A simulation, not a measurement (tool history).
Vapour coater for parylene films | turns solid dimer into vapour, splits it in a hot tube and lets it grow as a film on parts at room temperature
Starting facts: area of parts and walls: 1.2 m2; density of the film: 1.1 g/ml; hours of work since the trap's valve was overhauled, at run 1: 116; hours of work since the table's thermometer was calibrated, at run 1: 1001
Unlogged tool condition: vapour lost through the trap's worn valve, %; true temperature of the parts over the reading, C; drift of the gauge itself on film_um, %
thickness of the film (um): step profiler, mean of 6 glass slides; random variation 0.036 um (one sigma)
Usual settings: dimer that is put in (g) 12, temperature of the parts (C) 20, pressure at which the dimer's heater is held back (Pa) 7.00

| run | hour | dimer that is put in (g) | temperature of the parts (C) | pressure at which the dimer's heater is held back (Pa) | hours of work since the trap's valve was overhauled | hours of work since the table's thermometer was calibrated | thickness of the film (um) |
|---|---|---|---|---|---|---|---|
| 1 | 0.0 | 12 | 20 | 7.00 | 116 | 1001 | 5.66 |
| 2 | 27.1 | 18 | 20 | 7.00 | 138 | 1024 | 8.46 |
| 3 | 43.0 | 5 | 20 | 7.00 | 152 | 1037 | 2.32 |
| 4 | 62.4 | 12 | 20 | 7.00 | 168 | 1053 | 5.62 |
|  | 65.2 | table's thermometer calibrated |
| 5 | 99.6 | 12 | 20 | 7.00 | 198 | 29 | 5.62 |
| 6 | 128.6 | 12 | 20 | 7.00 | 222 | 53 | 5.60 |
| 7 | 148.0 | 10 | 20 | 7.00 | 238 | 69 | 4.66 |
| 8 | 165.2 | 10 | 20 | 7.00 | 252 | 83 | 4.62 |
| 9 | 188.7 | 12 | 15 | 7.00 | 272 | 103 | 6.44 |
| 10 | 212.3 | 12 | 15 | 7.00 | 291 | 122 | 6.42 |
|  | 240.5 | table's thermometer calibrated, once more |
| 11 | 243.8 | 12 | 15 | 7.00 | 317 | 3 | 6.55 |
| 12 | 280.4 | 5 | 12 | 7.00 | 347 | 33 | 3.03 |

Here are 5 independent what-if runs from the current tool condition. What would each one return?
| A | 315.0 | 17 | 20 | 7.00 | 376 | 62 | ? |
| B | 315.0 | 17 | 23 | 7.00 | 376 | 62 | ? |
| C | 315.0 | 12 | 15 | 7.00 | 376 | 62 | ? |
| D | 315.0 | 5 | 23 | 3.41 | 376 | 62 | ? |
| E | 315.0 | 5 | 12 | 8.10 | 376 | 62 | ? |

| run | thickness of the film (um) |
|---|---|
| A | 7.84 |
| B | 7.10 |
| C | 6.46 |
| D | 2.24 |
| E | 2.96 |
Take away the tool's hidden state, keep each run's random variation, and the runs would have read:
| run | thickness of the film (um) |
|---|---|
| A | 8.12 |
| B | 7.35 |
| C | 6.69 |
| D | 2.32 |
| E | 3.06 |
